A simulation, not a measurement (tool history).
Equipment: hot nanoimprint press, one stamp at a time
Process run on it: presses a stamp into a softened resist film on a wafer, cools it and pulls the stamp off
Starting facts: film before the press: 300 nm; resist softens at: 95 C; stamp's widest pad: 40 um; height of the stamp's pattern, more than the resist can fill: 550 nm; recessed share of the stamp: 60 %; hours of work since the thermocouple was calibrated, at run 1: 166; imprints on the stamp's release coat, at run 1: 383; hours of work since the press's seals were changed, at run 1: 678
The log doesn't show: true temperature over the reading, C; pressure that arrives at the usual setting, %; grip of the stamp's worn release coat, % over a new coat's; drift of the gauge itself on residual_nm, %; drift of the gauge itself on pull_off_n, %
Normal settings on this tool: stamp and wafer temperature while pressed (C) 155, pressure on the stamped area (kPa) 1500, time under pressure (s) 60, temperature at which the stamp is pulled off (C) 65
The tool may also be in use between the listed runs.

| run | hour | stamp and wafer temperature while pressed (C) | pressure on the stamped area (kPa) | time under pressure (s) | temperature at which the stamp is pulled off (C) | hours of work since the thermocouple was calibrated | imprints on the stamp's release coat | hours of work since the press's seals were changed | resist left under the stamp's widest pad (angstrom) | greatest force while the stamp is pulled off (N) |
|---|---|---|---|---|---|---|---|---|---|---|
| 1 | 0.0 | 155 | 1500 | 60 | 65 | 166 | 383 | 678 | 1630 | 100.8 |
| 2 | 52.7 | 155 | 1500 | 60 | 65 | 203 | 603 | 714 | 1642 | 100.5 |
|  | 67.4 | stamp cleaned and given a new release coat |
| 3 | 123.4 | 155 | 1500 | 92 | 65 | 247 | 234 | 759 | 1410 | 102.9 |
|  | 138.0 | plate thermocouple calibrated |
| 4 | 177.2 | 155 | 1500 | 92 | 65 | 27 | 446 | 794 | 1402 | 101.0 |
|  | 227.3 | stamp cleaned and given a new release coat |
| 5 | 236.7 | 155 | 1500 | 92 | 65 | 64 | 40 | 831 | 1409 | 100.4 |
| 6 | 274.4 | 155 | 1500 | 92 | 65 | 90 | 197 | 857 | 1405 | 101.2 |
| 7 | 335.2 | 155 | 1500 | 92 | 65 | 132 | 451 | 899 | 1415 | 101.5 |
|  | 383.0 | stamp cleaned and given a new release coat |
| 8 | 392.6 | 155 | 1500 | 92 | 65 | 168 | 41 | 934 | 1399 | 98.4 |
| 9 | 465.8 | 155 | 1830 | 60 | 65 | 218 | 346 | 985 | 1521 | 101.9 |
|  | 523.5 | plate thermocouple calibrated |
| 10 | 525.6 | 155 | 1830 | 60 | 65 | 1 | 583 | 1024 | 1511 | 100.4 |
|  | 543.8 | stamp cleaned and given a new release coat |
| 11 | 564.9 | 155 | 1830 | 60 | 65 | 24 | 89 | 1047 | 1522 | 97.9 |
|  | 602.9 | press's hydraulic seals changed and the load cell set to zero |
| 12 | 619.9 | 155 | 1830 | 60 | 65 | 57 | 285 | 12 | 1502 | 99.7 |
| 13 | 652.2 | 155 | 1500 | 60 | 65 | 79 | 420 | 34 | 1621 | 100.7 |
|  | 711.6 | stamp cleaned and given a new release coat |
| 14 | 713.8 | 155 | 1500 | 60 | 65 | 118 | 9 | 72 | 1622 | 100.3 |
| 15 | 751.9 | 153 | 2100 | 60 | 66 | 144 | 168 | 99 | 1537 | 97.7 |
| 16 | 791.5 | 145 | 2020 | 80 | 60 | 171 | 333 | 126 | 1962 | 115.0 |
|  | 872.3 | stamp cleaned and given a new release coat |
| 17 | 872.3 | 147 | 1990 | 80 | 50 | 223 | 0 | 178 | 1821 | 143.4 |
|  | 922.2 | plate thermocouple calibrated |
| 18 | 933.3 | 155 | 2370 | 58 | 65 | 8 | 242 | 218 | 1378 | 101.4 |
| 19 | 975.9 | 159 | 940 | 100 | 65 | 37 | 420 | 247 | 1380 | 100.0 |
| 20 | 1013.5 | 155 | 1290 | 56 | 65 | 63 | 577 | 273 | 1754 | 102.2 |
|  | 1030.9 | stamp cleaned and given a new release coat |
| 21 | 1080.6 | 152 | 1190 | 38 | 64 | 105 | 208 | 315 | 2190 | 105.7 |
| 22 | 1121.3 | 153 | 1190 | 98 | 64 | 133 | 378 | 344 | 1601 | 102.8 |
| 23 | 1179.1 | 160 | 1620 | 98 | 64 | 173 | 620 | 383 | 1058 | 104.4 |
|  | 1190.2 | stamp cleaned and given a new release coat |
| 24 | 1242.9 | 155 | 900 | 60 | 65 | 213 | 220 | 423 | 1927 | 99.7 |
| 25 | 1292.6 | 155 | 900 | 60 | 65 | 248 | 427 | 458 | 1920 | 102.0 |
|  | 1306.3 | plate thermocouple calibrated |
| 26 | 1331.9 | 164 | 900 | 60 | 65 | 18 | 579 | 483 | 1408 | 101.3 |
|  | 1349.6 | stamp cleaned and given a new release coat |
| 27 | 1402.7 | 164 | 900 | 112 | 65 | 62 | 221 | 527 | 1093 | 100.3 |

Consider 3 possible next runs. They are alternatives, not a sequence: every one starts from the tool as it was left by run 27. What does each give?
| A | 1479.6 | 155 | 1500 | 60 | 63 | 116 | 543 | 581 | ? | ? |
| B | 1479.6 | 165 | 2030 | 71 | 65 | 116 | 543 | 581 | ? | ? |
| C | 1479.6 | 164 | 2040 | 89 | 65 | 116 | 543 | 581 | ? | ? |

| run | resist left under the stamp's widest pad (angstrom) | greatest force while the stamp is pulled off (N) |
|---|---|---|
| A | 1607 | 105.4 |
| B | 871 | 100.2 |
| C | 832 | 101.9 |
Had the tool no hidden state, the same runs would have come out as:
| run | resist left under the stamp's widest pad (angstrom) | greatest force while the stamp is pulled off (N) |
|---|---|---|
| A | 1635 | 104.8 |
| B | 886 | 99.7 |
| C | 846 | 101.4 |
